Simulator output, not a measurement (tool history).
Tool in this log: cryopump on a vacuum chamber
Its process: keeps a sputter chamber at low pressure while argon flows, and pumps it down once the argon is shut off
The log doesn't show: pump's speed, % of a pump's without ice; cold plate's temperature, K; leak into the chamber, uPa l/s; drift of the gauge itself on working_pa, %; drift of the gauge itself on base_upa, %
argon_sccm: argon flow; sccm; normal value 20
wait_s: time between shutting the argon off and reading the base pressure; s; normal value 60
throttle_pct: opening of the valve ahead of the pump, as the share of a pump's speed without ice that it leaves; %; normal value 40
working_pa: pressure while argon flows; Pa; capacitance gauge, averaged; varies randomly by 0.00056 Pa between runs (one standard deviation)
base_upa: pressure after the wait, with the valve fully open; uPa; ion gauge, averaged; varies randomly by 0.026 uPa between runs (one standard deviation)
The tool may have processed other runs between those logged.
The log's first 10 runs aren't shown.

run     day  argon_sccm  wait_s  throttle_pct  hours of work since the pump was warmed up and emptied  hours of work since the cold head was overhauled  hours of work since the chamber's fittings were tightened  working_pa  base_upa
     11.596  -- pump warmed up, emptied and cooled again
 11  12.029          20      40            40                                                       8                                              1076                                                        517      0.0655      1.81
 12  13.962          20      60            54                                                      46                                              1114                                                        555      0.0495      1.46
 13  14.983          20      60            54                                                      67                                              1135                                                        575      0.0485      1.47
 14  15.833          20      60            54                                                      83                                              1151                                                        591      0.0483      1.47
 15  17.521          20      60            54                                                     116                                              1184                                                        624      0.0496      1.51
 16  18.496          20      60            16                                                     136                                              1204                                                        644      0.1643      1.56
 17  19.912          20      60            40                                                     163                                              1231                                                        671      0.0663      1.60
 18  20.975          20      60            40                                                     184                                              1252                                                        692      0.0666      1.60
 19  22.421          20      60            40                                                     213                                              1281                                                        721      0.0677      1.57
 20  24.417          20      60            40                                                     252                                              1320                                                        760      0.0670      1.59
 21  26.329          19      60            34                                                     289                                              1357                                                        798      0.0755      1.70
 22  27.575          19      60            34                                                     314                                              1382                                                        822      0.0744      1.69
 23  29.583          10     109            34                                                     353                                              1421                                                        861      0.0399      1.44
 24  30.525          20      60            15                                                     372                                              1440                                                        880      0.1792      1.76
 25  31.733          20      60            20                                                     396                                              1464                                                        904      0.1330      1.80
 26  32.771          20      60            20                                                     416                                              1484                                                        924      0.1335      1.80
 27  34.025          10      60            29                                                     441                                              1509                                                        949      0.0479      1.88
 28  35.025          10      60            29                                                     460                                              1528                                                        968      0.0467      1.91

Run 29 comes next. What will it give?
 29  36.304          10      60            29                                                     485                                              1553                                                        994           ?         ?

working_pa: 0.0464 Pa
base_upa: 1.91 uPa
On a tool with no hidden condition, and with the same random variation, this run would have come out at working_pa 0.0446 Pa, base_upa 1.06 uPa.
